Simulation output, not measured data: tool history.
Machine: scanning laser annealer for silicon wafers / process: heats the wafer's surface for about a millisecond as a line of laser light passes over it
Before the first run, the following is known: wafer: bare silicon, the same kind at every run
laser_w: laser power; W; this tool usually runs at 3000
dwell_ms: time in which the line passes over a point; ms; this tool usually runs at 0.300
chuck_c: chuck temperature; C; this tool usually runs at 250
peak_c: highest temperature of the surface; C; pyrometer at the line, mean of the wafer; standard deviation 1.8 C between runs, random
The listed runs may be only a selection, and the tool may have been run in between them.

| run | hour | laser_w | dwell_ms | chuck_c | peak_c |
|---|---|---|---|---|---|
| 1 | 0.0 | 3000 | 0.300 | 250 | 1030 |
| 2 | 6.1 | 3000 | 0.300 | 250 | 1031 |
| 3 | 13.6 | 3000 | 0.300 | 250 | 1028 |
| 4 | 18.3 | 3000 | 0.300 | 250 | 1030 |
| 5 | 28.4 | 3000 | 0.300 | 250 | 1026 |
| 6 | 35.7 | 3000 | 0.300 | 250 | 1030 |
| 7 | 44.2 | 3000 | 0.300 | 250 | 1027 |
| 8 | 53.6 | 3000 | 0.300 | 250 | 1028 |
| 9 | 61.0 | 3000 | 0.300 | 250 | 1029 |
| 10 | 65.9 | 3000 | 0.300 | 250 | 1031 |
| 11 | 74.3 | 3000 | 0.300 | 250 | 1027 |
|  | 81.0 | window over the wafer cleaned |
| 12 | 83.8 | 3000 | 0.300 | 250 | 1070 |
| 13 | 91.7 | 3000 | 0.300 | 250 | 1070 |
| 14 | 99.4 | 3000 | 0.337 | 250 | 1116 |
| 15 | 107.5 | 3000 | 0.337 | 250 | 1116 |
| 16 | 115.6 | 2873 | 0.300 | 250 | 1028 |
| 17 | 121.2 | 2804 | 0.300 | 250 | 1000 |
| 18 | 128.3 | 2804 | 0.300 | 250 | 1006 |
| 19 | 138.1 | 2804 | 0.300 | 234 | 987 |
| 20 | 148.1 | 2804 | 0.300 | 234 | 988 |
| 21 | 153.7 | 2804 | 0.300 | 234 | 986 |
| 22 | 158.8 | 2957 | 0.254 | 239 | 987 |
| 23 | 168.0 | 2944 | 0.218 | 269 | 968 |
| 24 | 178.1 | 2944 | 0.218 | 269 | 963 |
| 25 | 185.4 | 3007 | 0.299 | 269 | 1090 |
| 26 | 195.0 | 2570 | 0.333 | 282 | 983 |
| 27 | 204.2 | 2677 | 0.333 | 214 | 955 |
| 28 | 211.7 | 2985 | 0.328 | 250 | 1098 |
| 29 | 222.0 | 2760 | 0.345 | 250 | 1033 |
| 30 | 229.4 | 3000 | 0.255 | 216 | 979 |
| 31 | 239.0 | 3000 | 0.255 | 216 | 973 |
| 32 | 244.1 | 3029 | 0.259 | 216 | 991 |
| 33 | 250.0 | 3284 | 0.248 | 285 | 1130 |
| 34 | 256.1 | 2798 | 0.339 | 270 | 1058 |
| 35 | 265.4 | 2803 | 0.306 | 212 | 967 |
| 36 | 269.7 | 2933 | 0.327 | 276 | 1100 |
| 37 | 273.8 | 2918 | 0.300 | 248 | 1037 |
| 38 | 278.5 | 2918 | 0.300 | 248 | 1033 |
| 39 | 286.9 | 2838 | 0.370 | 232 | 1063 |
| 40 | 293.6 | 2838 | 0.240 | 253 | 941 |
| 41 | 301.8 | 2838 | 0.328 | 280 | 1064 |

4 options for the next run, each taken on its own from the tool as it stands now. Forecast them:
| A | 311.5 | 2885 | 0.336 | 269 | ? |
| B | 311.5 | 2662 | 0.306 | 213 | ? |
| C | 311.5 | 2942 | 0.300 | 250 | ? |
| D | 311.5 | 2623 | 0.249 | 250 | ? |

| run | peak_c |
|---|---|
| A | 1084 |
| B | 913 |
| C | 1041 |
| D | 881 |
Stripped of hidden state, with their random variation kept, the same runs would have yielded:
| run | peak_c |
|---|---|
| A | 1100 |
| B | 926 |
| C | 1056 |
| D | 893 |
